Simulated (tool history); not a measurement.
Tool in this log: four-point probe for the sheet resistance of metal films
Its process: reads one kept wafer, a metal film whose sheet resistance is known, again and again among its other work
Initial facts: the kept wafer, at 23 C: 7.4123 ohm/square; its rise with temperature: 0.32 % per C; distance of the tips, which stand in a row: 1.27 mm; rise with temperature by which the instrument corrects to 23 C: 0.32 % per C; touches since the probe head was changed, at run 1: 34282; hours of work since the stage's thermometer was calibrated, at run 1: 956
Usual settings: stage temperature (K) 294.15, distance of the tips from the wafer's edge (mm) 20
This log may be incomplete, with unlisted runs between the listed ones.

run,day,stage temperature (K),distance of the tips from the wafer's edge (mm),touches since the probe head was changed,hours of work since the stage's thermometer was calibrated,sheet resistance as the instrument gives it (ohm/square)
1,0.000,294.15,20,34282,956,7.442603
2,1.046,294.15,20,35141,967,7.444914
3,1.779,294.15,20,35745,975,7.441886
4,2.554,294.15,20,36381,983,7.440900
5,3.838,294.15,20,37436,997,7.440398
# day 3.971: stage's thermometer calibrated
6,4.679,294.15,20,38112,8,7.444556
7,5.658,294.15,20,38917,18,7.443739
8,6.521,294.15,20,39624,27,7.442202
9,7.129,292.15,29,40126,34,7.434235
10,8.429,293.15,40,41195,48,7.430837
11,9.329,294.15,41,41935,58,7.429145
12,10.083,291.15,6,42553,66,7.600184
13,11.125,294.15,3,43410,77,8.072695

Consider 3 possible next runs. They are alternatives, not a sequence: every one starts from the tool as it was left by run 13. What does each give?
# day 11.267: stage's thermometer calibrated, once more
A,12.208,306.15,28,44283,10,?
# day 11.267: stage's thermometer calibrated, once more
B,12.208,294.15,4,44283,10,?
# day 11.267: stage's thermometer calibrated, once more
C,12.208,301.15,19,44283,10,?

run,sheet resistance as the instrument gives it (ohm/square)
A,7.427621
B,7.795980
C,7.436925
Had the tool no hidden state, the same runs would have come out as:
run,sheet resistance as the instrument gives it (ohm/square)
A,7.422657
B,7.790837
C,7.431971
